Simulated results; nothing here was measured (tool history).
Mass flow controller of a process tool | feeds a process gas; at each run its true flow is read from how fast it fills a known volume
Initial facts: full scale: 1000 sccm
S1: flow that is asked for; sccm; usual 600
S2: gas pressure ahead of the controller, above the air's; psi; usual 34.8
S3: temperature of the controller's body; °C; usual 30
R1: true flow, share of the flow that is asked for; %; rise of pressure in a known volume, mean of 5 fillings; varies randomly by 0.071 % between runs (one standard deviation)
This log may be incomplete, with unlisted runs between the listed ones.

run    hour   S1    S2  S3      R1
  1       0  600  34.8  30   99.83
  2    99.9  600  27.7  30   99.68
  3   174.9  151  27.7  30   98.63
  4   240.3  151  27.7  30   98.84
  5   353.4  151  27.7  30   98.62
  6   409.8  600  34.8  30  100.04
  7   501.2  600  34.8  30   99.92
  8   550.4  600  34.8  30  100.08
  9   645.2  600  34.8  36  100.77
 10   698.5  600  34.8  36  100.75
 11   765.6  600  34.8  36   100.9
 12   851.9  699  34.8  30  100.42
 13   929.7  699  34.8  30  100.49
 14  1033.6  699  29.3  30  100.39
 15  1118.8  699  29.3  30  100.33
 16  1221.7  600  34.8  27  100.03
 17  1308.9  600  34.8  27  100.07
 18  1391.7  600  34.8  30  100.48
 19  1484.6  600  34.8  30  100.38
 20  1559.6  600  34.8  30  100.48
 21  1607.9  600  24.1  30   100.2
 22  1681.7  600  24.1  38  100.98
 23  1786.5  600  31.9  30  100.59
 24  1899.4  600  31.9  30  100.48
 25  1993.3  134  27.6  33   99.56
 26  2090.5  599  21.5  21   99.07
 27  2164.7  208  21.5  26   98.89
 28  2262.4  208  21.5  26   99.02
 29  2366.9  208  21.5  24   98.64
 30  2453.3  208  21.5  35   99.83
 31  2512.4  843    40  35  102.14
 32  2605.1  843    40  35  102.22
 33  2670.1  600  34.8  27  100.41
 34    2734  733  25.2  31  101.08
 35    2810  733  25.2  31  100.95
 36  2881.4  148  32.6  38  100.78
 37  2953.9  600  27.3  33  101.11
     3003.3  -- gauge calibrated
 38  3048.7  600  34.8  27    99.6
 39  3139.1  600  34.8  27    99.5
 40  3236.2  600  34.8  26    99.4
 41  3307.4  600  30.9  30   99.88
 42  3409.3  600  30.9  30   99.95
 43  3481.1  123  34.8  32   99.18
 44  3529.9  123  34.8  32   99.16
 45  3630.2  142  34.8  30   98.97
 46    3703  142  34.8  30   98.99
 47  3809.8  288  34.8  27      99
 48  3876.7  288  34.8  27    99.1

Branching from run 48: 3 alternative next runs. What would each branch give?
  A  3988.4  288  27.6  27   ?
  B  3988.4  600  29.3  25   ?
  C  3988.4  451  20.9  29   ?

run     R1
  A  98.95
  B  99.44
  C  99.28
Without the tool's hidden state the same runs would have given:
run     R1
  A  98.59
  B  99.07
  C  98.91
